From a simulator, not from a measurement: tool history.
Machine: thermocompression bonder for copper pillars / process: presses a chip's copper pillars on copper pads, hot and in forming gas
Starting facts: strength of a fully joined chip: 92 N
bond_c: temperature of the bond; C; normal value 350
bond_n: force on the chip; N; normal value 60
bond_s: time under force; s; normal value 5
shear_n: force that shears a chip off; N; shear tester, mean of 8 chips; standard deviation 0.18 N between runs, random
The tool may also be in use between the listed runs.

Run 1, hour 0.0: usual settings. Result: shear_n 43.0 N.
Run 2, hour 65.0: usual settings. Result: shear_n 42.5 N.
Run 3, hour 118.7: usual settings but bond_n 38 N. Result: shear_n 26.4 N.
Run 4, hour 178.7: usual settings but bond_s 6 s. Result: shear_n 45.5 N.
Run 5, hour 238.0: usual settings but bond_s 6 s. Result: shear_n 45.8 N.
Run 6, hour 313.8: usual settings but bond_n 80 N, bond_s 6 s. Result: shear_n 58.7 N.
Run 7, hour 410.9: usual settings but bond_n 80 N, bond_s 6 s. Result: shear_n 59.0 N.
Run 8, hour 470.1: usual settings but bond_n 80 N, bond_s 6 s. Result: shear_n 58.7 N.
Run 9, hour 558.5: usual settings but bond_n 80 N, bond_s 6 s. Result: shear_n 59.1 N.
Run 10, hour 635.7: usual settings but bond_n 39 N, bond_s 9 s. Result: shear_n 34.6 N.
Run 11, hour 676.4: usual settings but bond_c 366 C, bond_n 57 N, bond_s 9 s. Result: shear_n 57.3 N.
Run 12, hour 771.6: usual settings but bond_c 351 C, bond_n 85 N. Result: shear_n 59.4 N.
Run 13, hour 830.4: usual settings but bond_c 363 C, bond_n 85 N, bond_s 6 s. Result: shear_n 67.4 N.
Run 14, hour 883.3: usual settings but bond_c 351 C, bond_n 51 N, bond_s 3 s. Result: shear_n 30.2 N.
Run 15, hour 929.5: usual settings but bond_c 351 C, bond_n 51 N, bond_s 3 s. Result: shear_n 30.2 N.

The log once held 3 entries between its listed runs, left out of this copy. Where does each go, and what is different about the tool's unlogged condition between the listed run before it and the listed run after it?
Run 5 -> run 6: heater calibrated with a thermocouple chip (hour 297.8)
  true temperature of the bond over the reading, C: -0.3 -> 0; oxide that the forming gas leaves, % of the face: 0.6 -> 0.63
Run 7 -> run 8: forming gas filter changed (hour 449.2)
  oxide that the forming gas leaves, % of the face: 0.67 -> 0.51
Run 14 -> run 15: forming gas filter changed (hour 912.0)
  true temperature of the bond over the reading, C: -0.1 -> -0.2; oxide that the forming gas leaves, % of the face: 0.67 -> 0.51

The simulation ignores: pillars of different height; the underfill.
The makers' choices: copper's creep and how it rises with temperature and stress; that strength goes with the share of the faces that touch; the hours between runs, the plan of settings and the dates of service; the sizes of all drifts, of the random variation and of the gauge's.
